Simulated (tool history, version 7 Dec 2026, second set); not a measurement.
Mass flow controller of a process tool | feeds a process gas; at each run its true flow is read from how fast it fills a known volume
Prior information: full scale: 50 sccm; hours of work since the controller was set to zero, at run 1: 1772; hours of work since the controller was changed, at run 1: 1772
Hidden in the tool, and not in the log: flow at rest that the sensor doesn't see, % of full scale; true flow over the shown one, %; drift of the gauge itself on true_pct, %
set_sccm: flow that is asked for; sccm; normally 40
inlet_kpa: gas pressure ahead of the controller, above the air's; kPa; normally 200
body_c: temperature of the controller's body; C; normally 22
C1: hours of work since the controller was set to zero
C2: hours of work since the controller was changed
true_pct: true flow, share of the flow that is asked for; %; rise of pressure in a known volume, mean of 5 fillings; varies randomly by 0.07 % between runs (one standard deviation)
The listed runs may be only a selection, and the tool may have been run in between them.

{"run": 1, "hour": 0.0, "set_sccm": 40, "inlet_kpa": 200, "body_c": 22, "C1": 1772, "C2": 1772, "true_pct": 99.21}
{"run": 2, "hour": 104.8, "set_sccm": 11, "inlet_kpa": 200, "body_c": 22, "C1": 1834, "C2": 1834, "true_pct": 97.64}
{"run": 3, "hour": 163.2, "set_sccm": 40, "inlet_kpa": 200, "body_c": 33, "C1": 1868, "C2": 1868, "true_pct": 100.12}
{"run": 4, "hour": 247.6, "set_sccm": 40, "inlet_kpa": 200, "body_c": 33, "C1": 1918, "C2": 1918, "true_pct": 100.13}
{"run": 5, "hour": 346.8, "set_sccm": 40, "inlet_kpa": 200, "body_c": 20, "C1": 1976, "C2": 1976, "true_pct": 98.9}
{"run": 6, "hour": 449.5, "set_sccm": 40, "inlet_kpa": 200, "body_c": 20, "C1": 2037, "C2": 2037, "true_pct": 98.75}
{"run": 7, "hour": 509.6, "set_sccm": 40, "inlet_kpa": 200, "body_c": 20, "C1": 2072, "C2": 2072, "true_pct": 98.67}
{"run": 8, "hour": 611.0, "set_sccm": 40, "inlet_kpa": 200, "body_c": 20, "C1": 2132, "C2": 2132, "true_pct": 98.79}
{"run": 9, "hour": 701.4, "set_sccm": 40, "inlet_kpa": 155, "body_c": 22, "C1": 2185, "C2": 2185, "true_pct": 99.14}
{"run": 10, "hour": 763.9, "set_sccm": 40, "inlet_kpa": 155, "body_c": 22, "C1": 2222, "C2": 2222, "true_pct": 99.05}
{"run": 11, "hour": 844.4, "set_sccm": 22, "inlet_kpa": 200, "body_c": 22, "C1": 2269, "C2": 2269, "true_pct": 97.74}
{"run": 12, "hour": 894.6, "set_sccm": 40, "inlet_kpa": 200, "body_c": 22, "C1": 2299, "C2": 2299, "true_pct": 98.59}
{"run": 13, "hour": 956.7, "set_sccm": 6, "inlet_kpa": 200, "body_c": 30, "C1": 2335, "C2": 2335, "true_pct": 97.45}
{"run": 14, "hour": 1044.9, "set_sccm": 6, "inlet_kpa": 200, "body_c": 30, "C1": 2387, "C2": 2387, "true_pct": 97.47}
{"run": 15, "hour": 1110.2, "set_sccm": 26, "inlet_kpa": 200, "body_c": 23, "C1": 2426, "C2": 2426, "true_pct": 97.9}
{"run": 16, "hour": 1218.9, "set_sccm": 36, "inlet_kpa": 200, "body_c": 22, "C1": 2490, "C2": 2490, "true_pct": 98.3}
{"run": 17, "hour": 1322.9, "set_sccm": 40, "inlet_kpa": 161, "body_c": 36, "C1": 2551, "C2": 2551, "true_pct": 99.81}
{"run": 18, "hour": 1404.6, "set_sccm": 9, "inlet_kpa": 166, "body_c": 26, "C1": 2599, "C2": 2599, "true_pct": 97.22}
{"run": 19, "hour": 1486.6, "set_sccm": 9, "inlet_kpa": 199, "body_c": 31, "C1": 2647, "C2": 2647, "true_pct": 97.46}
{"run": 20, "hour": 1590.4, "set_sccm": 9, "inlet_kpa": 199, "body_c": 31, "C1": 2708, "C2": 2708, "true_pct": 97.3}
{"run": 21, "hour": 1655.5, "set_sccm": 9, "inlet_kpa": 257, "body_c": 27, "C1": 2747, "C2": 2747, "true_pct": 96.57}
{"run": 22, "hour": 1703.6, "set_sccm": 8, "inlet_kpa": 194, "body_c": 25, "C1": 2775, "C2": 2775, "true_pct": 96.84}
{"run": 23, "hour": 1795.7, "set_sccm": 8, "inlet_kpa": 194, "body_c": 25, "C1": 2829, "C2": 2829, "true_pct": 96.67}
{"run": 24, "hour": 1864.9, "set_sccm": 40, "inlet_kpa": 277, "body_c": 24, "C1": 2870, "C2": 2870, "true_pct": 97.74}

Forecast each of these 3 alternatives for the next run:
{"run": "A", "hour": 1928.1, "set_sccm": 40, "inlet_kpa": 166, "body_c": 31, "C1": 2907, "C2": 2907, "true_pct": "?"}
{"run": "B", "hour": 1928.1, "set_sccm": 7, "inlet_kpa": 171, "body_c": 36, "C1": 2907, "C2": 2907, "true_pct": "?"}
{"run": "C", "hour": 1928.1, "set_sccm": 40, "inlet_kpa": 142, "body_c": 25, "C1": 2907, "C2": 2907, "true_pct": "?"}

run=A true_pct=99.15
run=B true_pct=97.80
run=C true_pct=98.56
Take away the tool's hidden state, keep each run's random variation, and the runs would have read:
run=A true_pct=100.24
run=B true_pct=98.90
run=C true_pct=99.65

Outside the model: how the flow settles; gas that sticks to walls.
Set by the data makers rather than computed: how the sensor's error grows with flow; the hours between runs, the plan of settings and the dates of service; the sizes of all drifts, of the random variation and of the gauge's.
